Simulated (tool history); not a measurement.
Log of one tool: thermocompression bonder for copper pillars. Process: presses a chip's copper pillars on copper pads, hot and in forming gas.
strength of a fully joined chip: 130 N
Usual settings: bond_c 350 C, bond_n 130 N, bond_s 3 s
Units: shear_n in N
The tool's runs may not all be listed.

run,hour,bond_c,bond_n,bond_s,shear_n
1,0.0,350,130,3,59.6
2,15.2,350,130,3,59.1
3,34.3,350,130,3,59.3
4,55.8,350,130,3,59.5
5,74.8,350,130,3,58.8
6,97.9,350,130,3,58.4
7,126.7,350,130,7,78.3
8,146.4,350,130,2,50.3
9,162.1,350,177,3,72.5
10,186.0,350,95,3,45.7
11,203.9,350,95,3,45.1
12,222.9,350,95,3,46.0
13,238.9,350,95,3,45.3
14,264.9,350,95,3,45.3
15,289.0,347,91,2,34.9
16,312.1,372,130,3,69.1
17,341.4,344,130,8,75.3
18,373.3,358,130,4,67.8
19,393.8,357,128,3,59.4
20,418.2,334,179,5,72.6
21,449.8,354,167,9,93.9
22,475.8,354,167,9,93.4
# hour 492.6: forming gas filter changed
23,499.5,329,165,7,78.6
24,524.7,372,165,2,74.6
25,552.0,372,91,2,48.6

Forecast each of these 3 alternatives for the next run:
A,571.5,351,193,8,?
B,571.5,322,91,2,?
C,571.5,353,91,8,?

run,shear_n
A,102.1
B,27.5
C,67.9
Without the tool's hidden state the same runs would have given:
run,shear_n
A,103.3
B,27.7
C,68.7
